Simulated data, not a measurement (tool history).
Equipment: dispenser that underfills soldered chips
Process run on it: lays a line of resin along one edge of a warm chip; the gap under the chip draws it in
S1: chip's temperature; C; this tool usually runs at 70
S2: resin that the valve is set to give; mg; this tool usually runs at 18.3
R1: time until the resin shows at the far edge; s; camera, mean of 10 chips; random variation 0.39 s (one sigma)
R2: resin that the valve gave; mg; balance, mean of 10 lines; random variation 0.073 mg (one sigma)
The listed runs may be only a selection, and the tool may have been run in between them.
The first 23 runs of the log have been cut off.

run,hour,S1,S2,R1,R2
# hour 196.2: new syringe of resin
24,197,71,18,22.2,17.71
25,203.5,76,17,25.6,16.72
# hour 209.5: new syringe of resin
26,212.1,67,19.1,28.1,18.63
27,221.1,81,16.8,24.8,16.49
# hour 222.7: new syringe of resin
28,229,58,22.5,47.2,21.76
29,235,61,23.3,53.2,22.49
# hour 235.8: new syringe of resin
30,240.7,76,23.3,21.9,22.24
# hour 249.2: new syringe of resin
31,250.7,73,23.3,20.8,22.31
32,257,71,19.2,30.1,18.19
# hour 262.2: new syringe of resin
33,262.2,71,16.2,22.9,15.4
# hour 270.1: dispensing valve cleaned and set on the balance
34,272.4,56,17.5,58.5,17.39
# hour 276.2: new syringe of resin
35,278.5,60,22.6,36.1,22.4

Each row is a separate what-if for the run after 35, all from the same tool condition, not one after another. Results?
A,283.3,81,22.6,?,?
B,283.3,70,23.7,?,?
C,283.3,66,22.6,?,?
D,283.3,56,22.5,?,?

run,R1,R2
A,19.4,22.3
B,29.1,23.58
C,34.1,22.42
D,51.5,22.44
Stripped of hidden state, with their random variation kept, the same runs would have yielded:
run,R1,R2
A,15.6,22.45
B,23.5,23.75
C,27.7,22.58
D,42,22.6

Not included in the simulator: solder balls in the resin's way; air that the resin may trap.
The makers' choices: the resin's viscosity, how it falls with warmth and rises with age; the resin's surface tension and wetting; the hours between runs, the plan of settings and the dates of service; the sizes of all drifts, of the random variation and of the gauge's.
